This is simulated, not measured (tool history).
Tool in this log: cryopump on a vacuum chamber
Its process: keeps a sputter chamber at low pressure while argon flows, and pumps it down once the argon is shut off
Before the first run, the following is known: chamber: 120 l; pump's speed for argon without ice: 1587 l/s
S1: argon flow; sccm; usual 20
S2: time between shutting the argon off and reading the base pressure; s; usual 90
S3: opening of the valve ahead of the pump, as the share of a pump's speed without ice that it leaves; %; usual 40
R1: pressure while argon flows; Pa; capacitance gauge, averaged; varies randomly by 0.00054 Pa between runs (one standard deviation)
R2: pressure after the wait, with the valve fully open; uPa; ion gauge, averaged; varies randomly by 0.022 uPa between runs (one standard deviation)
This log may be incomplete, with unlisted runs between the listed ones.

run,day,S1,S2,S3,R1,R2
1,0,20,90,40,0.0557,1
2,0.692,20,90,19,0.1151,1.01
3,1.338,20,90,19,0.1153,1.01
4,2.208,20,90,19,0.1168,1.02
5,2.725,20,90,19,0.1159,1.05
6,3.492,20,90,55,0.0426,1.01
7,3.921,20,74,40,0.0571,1.11
8,4.325,33,74,40,0.0952,1.11
9,4.983,20,90,23,0.0962,1.05
10,5.558,20,90,35,0.0642,1.05
# day 6.092: leaking fittings of the chamber tightened, without venting
11,6.488,20,90,35,0.0661,0.59
12,7.121,20,90,35,0.0657,0.55
13,7.988,20,161,40,0.0577,0.44
14,8.4,20,161,40,0.0581,0.45
15,9,20,161,40,0.0585,0.46
16,9.592,20,27,40,0.0592,1.43
17,10.129,20,27,23,0.0969,1.39
18,10.567,37,55,37,0.117,0.8
19,11.375,37,55,37,0.1179,0.84
20,12.146,9,83,37,0.0295,0.66
21,13.038,17,252,37,0.0535,0.38

What does the tool deliver on the next run?
22,13.788,17,252,37,?,?

Run 22 came out at R1 0.0547 Pa, R2 0.44 uPa.
On a tool with no hidden condition, and with the same random variation, this run would have come out at R1 0.0492 Pa, R2 0.35 uPa.
